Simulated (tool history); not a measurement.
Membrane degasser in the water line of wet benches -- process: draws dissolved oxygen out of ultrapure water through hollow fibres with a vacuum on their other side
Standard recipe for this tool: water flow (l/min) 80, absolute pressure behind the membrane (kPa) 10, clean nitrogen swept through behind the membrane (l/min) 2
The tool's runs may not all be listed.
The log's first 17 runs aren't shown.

run,hour,water flow (l/min),absolute pressure behind the membrane (kPa),clean nitrogen swept through behind the membrane (l/min),dissolved oxygen in the water behind the degasser (ppb),pressure that the water loses in the fibres (kPa)
18,2809.5,56,10,2.21,386.2,27.09
19,2969.6,56,10,2.21,385.4,26.98
20,3126.5,56,10,2.21,389.8,26.74
21,3322.5,56,12.7,2.21,522.8,27.02
22,3461.4,56,12.7,2.21,526.5,27
23,3638.3,56,12.7,2.21,530.6,27.16
24,3728.8,56,12.7,2.21,525.3,27.13
25,3856.3,56,12.7,2.21,529.7,27.02
# hour 3992.2: seals of the vacuum lines changed
26,4037.6,52,10,2,394.4,25.28
27,4244.7,52,10,2,398.3,25.34
28,4401.6,52,10,5.42,171,25.4
29,4510.1,60,16.5,2.74,633,29.47
30,4640.3,86,16.5,1.22,1518.1,41.89
31,4779.8,86,16.5,1.22,1514,41.87
32,4944.3,51,8.4,2,311.3,24.91

What if the next run were any one of these 4? Each begins from the tool's condition after run 32:
A,5063.8,80,13.4,3.52,?,?
B,5063.8,52,10.2,1.13,?,?
C,5063.8,61,10,2,?,?
D,5063.8,62,8.4,2,?,?

run,dissolved oxygen in the water behind the degasser (ppb),pressure that the water loses in the fibres (kPa)
A,559.3,39.13
B,639.9,25.51
C,463,30.07
D,375.1,30.33
With no hidden state in the tool, these same runs would have given:
run,dissolved oxygen in the water behind the degasser (ppb),pressure that the water loses in the fibres (kPa)
A,522.1,36.62
B,597.9,23.87
C,428.2,28.14
D,338.9,28.38

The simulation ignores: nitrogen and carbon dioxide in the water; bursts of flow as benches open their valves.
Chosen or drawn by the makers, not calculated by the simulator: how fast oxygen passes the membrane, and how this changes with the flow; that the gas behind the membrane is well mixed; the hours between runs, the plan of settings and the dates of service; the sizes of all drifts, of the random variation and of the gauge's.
